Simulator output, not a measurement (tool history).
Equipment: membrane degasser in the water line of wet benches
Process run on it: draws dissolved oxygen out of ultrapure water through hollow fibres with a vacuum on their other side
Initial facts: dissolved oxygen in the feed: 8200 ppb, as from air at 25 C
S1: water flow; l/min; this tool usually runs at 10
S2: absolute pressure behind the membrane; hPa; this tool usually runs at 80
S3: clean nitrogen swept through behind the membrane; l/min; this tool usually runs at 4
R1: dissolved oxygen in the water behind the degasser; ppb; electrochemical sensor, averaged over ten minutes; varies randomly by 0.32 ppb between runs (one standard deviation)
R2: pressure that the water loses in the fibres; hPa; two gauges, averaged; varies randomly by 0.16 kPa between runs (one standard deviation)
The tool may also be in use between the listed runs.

{"run": 1, "hour": 0.0, "S1": 10, "S2": 80, "S3": 4, "R1": 35.6, "R2": 260.8}
{"run": 2, "hour": 121.0, "S1": 10, "S2": 80, "S3": 4, "R1": 35.1, "R2": 261.2}
{"run": 3, "hour": 280.8, "S1": 10, "S2": 80, "S3": 4, "R1": 36.1, "R2": 259.6}
{"run": 4, "hour": 423.6, "S1": 10, "S2": 80, "S3": 4, "R1": 36.4, "R2": 259.1}
{"run": 5, "hour": 587.8, "S1": 10, "S2": 80, "S3": 4, "R1": 35.3, "R2": 263.1}
{"run": 6, "hour": 787.0, "S1": 10, "S2": 80, "S3": 7.25, "R1": 21.4, "R2": 263.1}
{"run": 7, "hour": 955.9, "S1": 10, "S2": 80, "S3": 7.25, "R1": 21.3, "R2": 259.6}
{"run": 8, "hour": 1193.3, "S1": 10, "S2": 80, "S3": 7.25, "R1": 22, "R2": 260.7}
{"run": 9, "hour": 1389.6, "S1": 10, "S2": 58.2, "S3": 7, "R1": 13.6, "R2": 259.5}
{"run": 10, "hour": 1503.3, "S1": 10, "S2": 132.9, "S3": 7.86, "R1": 38, "R2": 261.1}
{"run": 11, "hour": 1659.6, "S1": 10, "S2": 132.9, "S3": 7.86, "R1": 38.7, "R2": 264.1}
{"run": 12, "hour": 1801.0, "S1": 6, "S2": 80, "S3": 2.93, "R1": 29.1, "R2": 157.4}
{"run": 13, "hour": 2029.0, "S1": 6, "S2": 80, "S3": 2.93, "R1": 29.5, "R2": 157.6}
{"run": 14, "hour": 2246.0, "S1": 6, "S2": 53.6, "S3": 5.71, "R1": 7.5, "R2": 155.3}

Alternative continuations, all from the tool just after run 14; predict every row:
{"run": "A", "hour": 2404.8, "S1": 7, "S2": 95.7, "S3": 1.85, "R1": "?", "R2": "?"}
{"run": "B", "hour": 2404.8, "S1": 10, "S2": 80, "S3": 5.78, "R1": "?", "R2": "?"}
{"run": "C", "hour": 2404.8, "S1": 10, "S2": 80, "S3": 4, "R1": "?", "R2": "?"}
{"run": "D", "hour": 2404.8, "S1": 12, "S2": 137.1, "S3": 4, "R1": "?", "R2": "?"}

run=A R1=69.5 R2=185.1
run=B R1=26.4 R2=263.3
run=C R1=36.8 R2=264.7
run=D R1=88 R2=313.8
Take away the tool's hidden state, keep each run's random variation, and the runs would have read:
run=A R1=61 R2=181.2
run=B R1=23.2 R2=257.8
run=C R1=32.5 R2=259.1
run=D R1=80.8 R2=307.1

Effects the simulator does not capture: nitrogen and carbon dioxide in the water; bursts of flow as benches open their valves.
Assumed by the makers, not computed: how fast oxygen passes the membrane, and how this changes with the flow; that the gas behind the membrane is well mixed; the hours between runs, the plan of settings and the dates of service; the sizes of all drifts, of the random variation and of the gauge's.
